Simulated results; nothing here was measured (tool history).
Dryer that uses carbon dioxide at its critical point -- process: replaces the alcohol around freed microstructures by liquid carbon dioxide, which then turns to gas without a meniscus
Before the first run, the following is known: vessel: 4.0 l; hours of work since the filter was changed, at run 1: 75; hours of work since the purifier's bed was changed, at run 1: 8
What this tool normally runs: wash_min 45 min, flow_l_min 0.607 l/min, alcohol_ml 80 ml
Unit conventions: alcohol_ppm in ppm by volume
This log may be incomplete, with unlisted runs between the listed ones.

run	hour	wash_min	flow_l_min	alcohol_ml	hours of work since the filter was changed	hours of work since the purifier's bed was changed	alcohol_ppm
1	0.0	45	0.607	80	75	8	34
2	5.5	45	0.607	80	78	10	43
3	11.5	45	0.607	80	81	14	35
4	21.9	45	0.607	31	86	19	19
5	27.5	45	0.607	61	89	22	28
6	33.0	45	0.817	80	92	25	9
7	38.0	45	0.817	80	95	28	14
8	49.5	41	0.817	80	101	34	29
9	56.1	41	0.817	80	105	37	25
10	63.6	41	0.817	80	109	41	21
11	72.6	41	0.817	80	113	46	18
12	80.0	41	0.817	80	117	50	20
13	85.3	41	0.817	80	120	53	27
14	91.1	45	0.607	80	123	56	56
15	97.9	45	0.854	80	127	60	11
16	106.2	45	0.854	80	131	64	24
17	115.4	45	0.854	80	136	69	15
18	122.4	45	0.854	80	140	73	14
19	132.8	45	0.607	80	146	78	52
20	143.5	45	0.607	80	151	84	66
21	155.1	45	0.607	80	158	90	72
22	165.6	45	0.607	80	163	96	60
23	175.1	53	0.638	97	168	101	41
24	181.4	53	0.638	97	172	104	36
25	189.7	53	0.638	97	176	109	28
26	197.2	35	0.607	39	180	113	124
27	205.4	61	0.607	58	184	117	40
28	213.6	45	0.839	26	189	122	27
29	225.0	43	0.607	34	195	128	46
30	234.6	69	0.607	80	200	133	31
31	243.6	45	0.374	93	205	138	629
32	249.0	35	0.781	65	208	140	66
33	254.0	35	0.781	65	210	143	66
34	260.1	35	0.781	65	214	146	64
35	268.4	35	0.506	91	218	151	530
36	275.2	52	0.607	77	222	154	46
37	284.0	29	0.438	21	226	159	366
38	291.8	29	0.858	21	231	163	60
39	299.7	41	0.607	31	235	168	61
40	308.7	41	0.607	31	240	172	75
41	315.4	29	0.607	23	243	176	168
42	321.8	29	0.607	23	247	179	172
43	329.2	46	0.607	80	251	183	82

Selected run-to-run steps in alcohol_ppm, each split into two signed amounts: the part the tool would show with no hidden state at all (from settings, incoming material and random variation), and the remainder, which goes to the hidden state together with any gauge scatter not common to the measured and the hidden-state-free results:
Hidden state present: flow that reaches the vessel past the clogged filter, %; alcohol in the recycled carbon dioxide, ppm; drift of the gauge itself on alcohol_ppm, %.
Run 30 -> 31: wash_min 69 -> 45, flow_l_min 0.607 -> 0.374, alcohol_ml 80 -> 93. alcohol_ppm +598 ppm by volume: hidden state +237, all else +361.
Run 31 -> 32: wash_min 45 -> 35, flow_l_min 0.374 -> 0.781, alcohol_ml 93 -> 65. alcohol_ppm -563 ppm by volume: hidden state -216, all else -347.
Run 35 -> 36: wash_min 35 -> 52, flow_l_min 0.506 -> 0.607, alcohol_ml 91 -> 77. alcohol_ppm -484 ppm by volume: hidden state -202, all else -282.

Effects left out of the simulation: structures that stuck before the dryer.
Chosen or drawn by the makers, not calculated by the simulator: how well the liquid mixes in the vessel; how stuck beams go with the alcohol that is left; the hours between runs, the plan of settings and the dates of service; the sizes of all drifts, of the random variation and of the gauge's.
